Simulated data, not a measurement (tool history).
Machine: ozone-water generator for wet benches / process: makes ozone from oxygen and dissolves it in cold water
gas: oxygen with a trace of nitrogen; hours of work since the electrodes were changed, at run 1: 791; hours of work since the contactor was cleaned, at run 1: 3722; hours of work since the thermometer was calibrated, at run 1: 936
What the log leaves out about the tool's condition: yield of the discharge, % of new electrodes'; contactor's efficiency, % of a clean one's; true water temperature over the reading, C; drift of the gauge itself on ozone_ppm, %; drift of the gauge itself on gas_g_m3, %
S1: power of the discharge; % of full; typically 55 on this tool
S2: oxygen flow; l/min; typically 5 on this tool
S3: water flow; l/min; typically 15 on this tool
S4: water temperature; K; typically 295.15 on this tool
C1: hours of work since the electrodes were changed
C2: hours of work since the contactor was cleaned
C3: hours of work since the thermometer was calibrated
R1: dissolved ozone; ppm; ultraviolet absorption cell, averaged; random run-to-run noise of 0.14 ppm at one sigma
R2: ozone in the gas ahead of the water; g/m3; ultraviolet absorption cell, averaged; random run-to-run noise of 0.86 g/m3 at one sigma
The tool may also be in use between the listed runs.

| run | hour | S1 | S2 | S3 | S4 | C1 | C2 | C3 | R1 | R2 |
|---|---|---|---|---|---|---|---|---|---|---|
| 1 | 0 | 55 | 5 | 15 | 295.15 | 791 | 3722 | 936 | 16.5 | 138.4 |
| 2 | 51.2 | 55 | 5 | 15 | 295.15 | 835 | 3766 | 980 | 16.3 | 135.7 |
| 3 | 113.5 | 55 | 5 | 15 | 295.15 | 888 | 3819 | 1033 | 16.2 | 135.8 |
| 4 | 162.9 | 55 | 5 | 15 | 300.15 | 930 | 3861 | 1075 | 14.9 | 135.6 |
| 5 | 205.4 | 55 | 5 | 15 | 300.15 | 967 | 3897 | 1112 | 15 | 137.2 |
| 6 | 242.4 | 55 | 5 | 15 | 300.15 | 998 | 3929 | 1143 | 14.8 | 135.6 |
| 7 | 285 | 55 | 4.7 | 15 | 295.15 | 1035 | 3965 | 1180 | 16.3 | 138.2 |
| 8 | 319.1 | 55 | 4.7 | 15 | 295.15 | 1064 | 3995 | 1209 | 16.1 | 140.3 |
| 9 | 354.8 | 55 | 5.47 | 15 | 295.15 | 1094 | 4025 | 1239 | 16.3 | 131.3 |
| 10 | 391.6 | 55 | 5.47 | 15 | 292.15 | 1126 | 4056 | 1271 | 17.1 | 130.9 |
| 11 | 434.1 | 55 | 5.47 | 15 | 292.15 | 1162 | 4093 | 1307 | 17.1 | 131 |
| 12 | 487.7 | 54 | 5 | 15 | 295.15 | 1208 | 4139 | 1353 | 16.2 | 134.9 |
| 13 | 529.2 | 55 | 5 | 15 | 295.15 | 1243 | 4174 | 1388 | 16.2 | 134.1 |
| 14 | 587.4 | 55 | 5 | 15 | 295.15 | 1293 | 4224 | 1438 | 16.2 | 135.8 |
|  | 592.6 | water thermometer calibrated |
| 15 | 651.8 | 55 | 5 | 15 | 295.15 | 1348 | 4278 | 51 | 16.3 | 135.1 |
| 16 | 718 | 55 | 5 | 15 | 295.15 | 1404 | 4335 | 107 | 16.3 | 135.3 |
|  | 745.2 | water thermometer calibrated, once more |
| 17 | 776 | 55 | 5 | 14 | 295.15 | 1453 | 4384 | 26 | 16.9 | 135.5 |
| 18 | 812.3 | 40 | 5 | 15 | 297.15 | 1484 | 4415 | 57 | 13.1 | 114.4 |
| 19 | 876.1 | 40 | 5 | 15 | 296.15 | 1539 | 4470 | 112 | 13.3 | 114 |
| 20 | 934.1 | 54 | 6.65 | 15 | 296.15 | 1588 | 4519 | 161 | 16.1 | 120.2 |
| 21 | 989.5 | 54 | 6.65 | 15 | 296.15 | 1636 | 4566 | 209 | 15.9 | 121.2 |
| 22 | 1031.6 | 58 | 2.7 | 22 | 296.15 | 1672 | 4602 | 245 | 10.1 | 170.6 |
| 23 | 1097.4 | 58 | 3.33 | 17 | 296.15 | 1728 | 4659 | 301 | 13.7 | 156.9 |
| 24 | 1126.9 | 55 | 3.05 | 23 | 294.15 | 1753 | 4684 | 326 | 10 | 159.6 |
| 25 | 1193.2 | 85 | 4.07 | 15 | 295.15 | 1810 | 4741 | 383 | 19.4 | 180.4 |
| 26 | 1246 | 55 | 4.26 | 15 | 295.15 | 1855 | 4786 | 428 | 15.8 | 142.2 |
| 27 | 1311 | 89 | 5 | 15 | 295.15 | 1911 | 4841 | 483 | 20.3 | 171.1 |
| 28 | 1365.9 | 89 | 5 | 15 | 295.15 | 1957 | 4888 | 530 | 20.3 | 170.9 |
| 29 | 1410.6 | 89 | 5 | 15 | 295.15 | 1996 | 4926 | 568 | 20.3 | 171.7 |
| 30 | 1446.3 | 55 | 5 | 15 | 301.15 | 2026 | 4957 | 599 | 14.4 | 134 |
| 31 | 1507 | 66 | 5 | 15 | 301.15 | 2078 | 5009 | 651 | 15.6 | 144.5 |

Across each entry between runs, compare the hidden state at the last listed run before it with the hidden state at the first listed run after it:
Between runs 14 and 15: water thermometer calibrated (hour 592.6)
  yield of the discharge, % of new electrodes': 96.7 -> 96.6; contactor's efficiency, % of a clean one's: 92.5 -> 92.4; true water temperature over the reading, C: 0.06 -> 0.07
  the result without the hidden state subtracted from the measured one, R1: -1 -> -1 ppm; R2: -4 -> -4.2 g/m3
Between runs 16 and 17: water thermometer calibrated, once more (hour 745.2)
  yield of the discharge, % of new electrodes': 96.5 -> 96.4; contactor's efficiency, % of a clean one's: 92.3 -> 92.2; true water temperature over the reading, C: 0.08 -> 0
  the result without the hidden state subtracted from the measured one, R1: -1.1 -> -1.1 ppm; R2: -4.3 -> -4.5 g/m3
